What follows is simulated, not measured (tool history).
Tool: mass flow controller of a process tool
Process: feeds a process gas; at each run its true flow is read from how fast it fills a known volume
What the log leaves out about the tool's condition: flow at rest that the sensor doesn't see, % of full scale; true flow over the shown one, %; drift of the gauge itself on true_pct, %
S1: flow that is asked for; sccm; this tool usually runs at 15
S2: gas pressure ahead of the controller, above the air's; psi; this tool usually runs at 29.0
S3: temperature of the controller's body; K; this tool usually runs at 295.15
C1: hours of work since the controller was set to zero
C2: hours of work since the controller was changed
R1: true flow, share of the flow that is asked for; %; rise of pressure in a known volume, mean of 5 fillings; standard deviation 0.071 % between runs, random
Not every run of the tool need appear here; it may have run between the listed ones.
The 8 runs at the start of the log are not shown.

run	hour	S1	S2	S3	C1	C2	R1
9	589.9	15	27.7	296.15	2510	2510	99.47
10	661.5	15	29.0	295.15	2556	2556	99.41
11	729.3	15	29.0	295.15	2599	2599	99.41
12	814.8	15	29.0	295.15	2653	2653	99.29
13	910.8	15	29.0	295.15	2714	2714	99.55
14	996.9	15	29.0	295.15	2768	2768	99.36
15	1039.7	15	29.0	295.15	2795	2795	99.38
16	1084.9	15	29.0	295.15	2824	2824	99.40
17	1144.8	7	29.0	295.15	2862	2862	99.36
18	1231.5	27	29.0	295.15	2917	2917	99.61
19	1301.7	27	29.0	295.15	2961	2961	99.65
20	1352.1	27	29.0	295.15	2993	2993	99.61
21	1402.1	15	29.0	300.15	3025	3025	99.25
22	1481.4	15	29.0	300.15	3075	3075	99.28
23	1568.2	15	29.0	296.15	3130	3130	99.45
24	1618.1	17	38.3	303.15	3162	3162	99.61
25	1711.9	6	38.3	309.15	3221	3221	99.03

Run 26, settings as shown, results not yet in. Your forecast:
26	1762.8	6	23.9	295.15	3253	3253	?

R1: 99.05 %
With no hidden state in the tool, this same run would have given R1 99.04 %.
